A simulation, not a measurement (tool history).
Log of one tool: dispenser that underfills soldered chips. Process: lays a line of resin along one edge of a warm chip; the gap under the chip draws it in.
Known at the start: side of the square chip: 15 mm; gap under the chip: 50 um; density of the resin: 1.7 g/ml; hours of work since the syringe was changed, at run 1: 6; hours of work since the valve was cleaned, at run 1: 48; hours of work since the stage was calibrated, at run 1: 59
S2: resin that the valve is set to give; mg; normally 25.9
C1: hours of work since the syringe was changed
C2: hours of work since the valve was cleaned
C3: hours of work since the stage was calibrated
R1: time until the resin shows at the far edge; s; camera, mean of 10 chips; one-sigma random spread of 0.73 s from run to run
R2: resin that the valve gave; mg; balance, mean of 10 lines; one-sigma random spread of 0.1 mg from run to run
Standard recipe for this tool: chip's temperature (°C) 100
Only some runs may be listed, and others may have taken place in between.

Run 1, hour 0: usual settings; C1 6; C2 48; C3 59. Result: R1 99.2 s, R2 25.39 mg.
Run 2, hour 3.3: usual settings; C1 8; C2 51; C3 61. Result: R1 113.9 s, R2 25.45 mg.
At hour 4.7: new syringe of resin.
Run 3, hour 8.5: usual settings but S2 28.9 mg; C1 2; C2 54; C3 65. Result: R1 77.5 s, R2 28.19 mg.
Run 4, hour 11.4: usual settings but S2 27.4 mg; C1 4; C2 56; C3 66. Result: R1 87.6 s, R2 26.57 mg.
Run 5, hour 15.6: usual settings; C1 7; C2 58; C3 69. Result: R1 106.7 s, R2 25.31 mg.
At hour 18.2: new syringe of resin.
Run 6, hour 19.9: usual settings; C1 1; C2 61; C3 72. Result: R1 71.7 s, R2 25.04 mg.
Run 7, hour 22.6: usual settings; C1 3; C2 63; C3 74. Result: R1 81.3 s, R2 25.02 mg.
Run 8, hour 24.9: usual settings; C1 4; C2 64; C3 75. Result: R1 90.8 s, R2 25.07 mg.
Run 9, hour 27.5: usual settings but S2 31.2 mg; C1 6; C2 66; C3 77. Result: R1 98.4 s, R2 30.14 mg.
At hour 31.4: new syringe of resin.
Run 10, hour 31.9: usual settings but S2 28.3 mg; C1 0; C2 69; C3 80. Result: R1 68 s, R2 27.41 mg.
Run 11, hour 35.8: usual settings but chip's temperature (°C) 104; C1 3; C2 71; C3 82. Result: R1 72 s, R2 25.02 mg.
Run 12, hour 39: usual settings but chip's temperature (°C) 112, S2 28.8 mg; C1 5; C2 73; C3 84. Result: R1 61.7 s, R2 27.63 mg.
Run 13, hour 43.4: usual settings but chip's temperature (°C) 112, S2 28.8 mg; C1 8; C2 76; C3 87. Result: R1 74 s, R2 27.86 mg.
At hour 44.9: new syringe of resin.
At hour 45.9: dispensing valve cleaned and set on the balance.
Run 14, hour 49.2: usual settings but chip's temperature (°C) 111, S2 23.8 mg; C1 2; C2 2; C3 90. Result: R1 57.4 s, R2 23.88 mg.
Run 15, hour 54: usual settings but chip's temperature (°C) 102, S2 24.9 mg; C1 5; C2 5; C3 93. Result: R1 91.7 s, R2 24.81 mg.
Run 16, hour 58.6: usual settings but chip's temperature (°C) 88, S2 32.1 mg; C1 8; C2 8; C3 96. Result: R1 166.2 s, R2 31.93 mg.
At hour 59.2: new syringe of resin.
Run 17, hour 62.7: usual settings but chip's temperature (°C) 88, S2 32.1 mg; C1 2; C2 11; C3 99. Result: R1 114.4 s, R2 32.05 mg.
Run 18, hour 65: usual settings but chip's temperature (°C) 106; C1 4; C2 12; C3 100. Result: R1 71.4 s, R2 25.73 mg.
Run 19, hour 68.5: usual settings but chip's temperature (°C) 106; C1 6; C2 15; C3 103. Result: R1 82.9 s, R2 25.65 mg.

What will run 20 give?
Run 20, hour 71.8: usual settings but chip's temperature (°C) 86, S2 33.6 mg; C1 8; C2 17; C3 105. Result: R1 ?, R2 ?.

{"run 20": {"R1": 179.1, "R2": 33.24}}
Minus the tool's unlogged condition, the same run would have read R1 103.5 s, R2 33.56 mg.

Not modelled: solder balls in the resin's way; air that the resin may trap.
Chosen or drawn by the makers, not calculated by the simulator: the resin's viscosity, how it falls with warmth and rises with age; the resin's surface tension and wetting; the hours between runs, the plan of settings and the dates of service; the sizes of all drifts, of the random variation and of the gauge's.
